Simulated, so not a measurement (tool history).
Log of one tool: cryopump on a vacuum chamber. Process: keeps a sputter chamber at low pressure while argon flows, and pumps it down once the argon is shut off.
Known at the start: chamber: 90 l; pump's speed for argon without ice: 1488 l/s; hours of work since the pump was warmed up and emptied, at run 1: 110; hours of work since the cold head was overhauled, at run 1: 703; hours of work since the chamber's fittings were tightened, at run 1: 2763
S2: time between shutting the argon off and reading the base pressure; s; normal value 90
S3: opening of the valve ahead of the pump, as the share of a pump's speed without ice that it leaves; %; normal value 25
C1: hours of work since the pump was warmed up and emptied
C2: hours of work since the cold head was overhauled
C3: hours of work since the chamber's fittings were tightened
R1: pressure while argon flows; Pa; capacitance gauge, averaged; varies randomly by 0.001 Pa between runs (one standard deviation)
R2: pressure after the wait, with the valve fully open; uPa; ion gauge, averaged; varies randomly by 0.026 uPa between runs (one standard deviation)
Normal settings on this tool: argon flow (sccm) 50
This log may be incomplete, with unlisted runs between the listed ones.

run 1 day=0.000 | argon_flow_(sccm)=50 S2=90 S3=25 | C1=110 C2=703 C3=2763 | R1=0.2292 R2=2.86
run 2 day=2.817 | argon_flow_(sccm)=50 S2=90 S3=25 | C1=144 C2=737 C3=2797 | R1=0.2308 R2=2.94
run 3 day=4.729 | argon_flow_(sccm)=50 S2=82 S3=25 | C1=167 C2=760 C3=2820 | R1=0.2313 R2=3.06
run 4 day=7.025 | argon_flow_(sccm)=50 S2=90 S3=25 | C1=195 C2=788 C3=2848 | R1=0.2339 R2=2.95
run 5 day=9.892 | argon_flow_(sccm)=50 S2=90 S3=25 | C1=230 C2=823 C3=2882 | R1=0.2326 R2=3.14
run 6 day=12.342 | argon_flow_(sccm)=50 S2=90 S3=25 | C1=259 C2=853 C3=2912 | R1=0.2351 R2=3.11
run 7 day=15.325 | argon_flow_(sccm)=89 S2=90 S3=25 | C1=295 C2=889 C3=2948 | R1=0.4182 R2=3.07
run 8 day=17.329 | argon_flow_(sccm)=89 S2=90 S3=25 | C1=320 C2=913 C3=2972 | R1=0.4179 R2=3.05
run 9 day=20.000 | argon_flow_(sccm)=89 S2=90 S3=25 | C1=352 C2=945 C3=3005 | R1=0.4208 R2=3.25
run 10 day=22.354 | argon_flow_(sccm)=89 S2=90 S3=25 | C1=380 C2=974 C3=3033 | R1=0.4264 R2=3.30
run 11 day=25.288 | argon_flow_(sccm)=89 S2=182 S3=40 | C1=416 C2=1009 C3=3069 | R1=0.2701 R2=2.79
run 12 day=27.554 | argon_flow_(sccm)=89 S2=66 S3=16 | C1=443 C2=1037 C3=3096 | R1=0.6525 R2=3.64
run 13 day=30.604 | argon_flow_(sccm)=66 S2=119 S3=25 | C1=480 C2=1074 C3=3133 | R1=0.3135 R2=3.11
run 14 day=33.575 | argon_flow_(sccm)=50 S2=141 S3=25 | C1=516 C2=1110 C3=3169 | R1=0.2427 R2=3.17
run 15 day=35.071 | argon_flow_(sccm)=50 S2=141 S3=25 | C1=534 C2=1128 C3=3187 | R1=0.2420 R2=3.18
run 16 day=36.562 | argon_flow_(sccm)=21 S2=22 S3=20 | C1=552 C2=1146 C3=3205 | R1=0.1255 R2=6.18
-- day=36.921 pump warmed up, emptied and cooled again
run 17 day=38.804 | argon_flow_(sccm)=34 S2=32 S3=28 | C1=23 C2=1170 C3=3230 | R1=0.1379 R2=4.62

Branching from run 17: 5 alternative next runs. What would each branch give?
run A day=40.658 | argon_flow_(sccm)=50 S2=75 S3=17 | C1=45 C2=1193 C3=3252 | R1=? R2=?
run B day=40.658 | argon_flow_(sccm)=88 S2=83 S3=34 | C1=45 C2=1193 C3=3252 | R1=? R2=?
run C day=40.658 | argon_flow_(sccm)=34 S2=73 S3=16 | C1=45 C2=1193 C3=3252 | R1=? R2=?
run D day=40.658 | argon_flow_(sccm)=50 S2=90 S3=21 | C1=45 C2=1193 C3=3252 | R1=? R2=?
run E day=40.658 | argon_flow_(sccm)=41 S2=121 S3=29 | C1=45 C2=1193 C3=3252 | R1=? R2=?

run=A R1=0.3371 R2=3.35
run=B R1=0.2956 R2=3.24
run=C R1=0.2438 R2=3.33
run=D R1=0.2728 R2=3.05
run=E R1=0.1634 R2=2.89
Had the tool no hidden state, the same runs would have come out as:
run=A R1=0.3356 R2=1.33
run=B R1=0.2930 R2=1.19
run=C R1=0.2428 R2=1.33
run=D R1=0.2713 R2=1.11
run=E R1=0.1622 R2=0.88
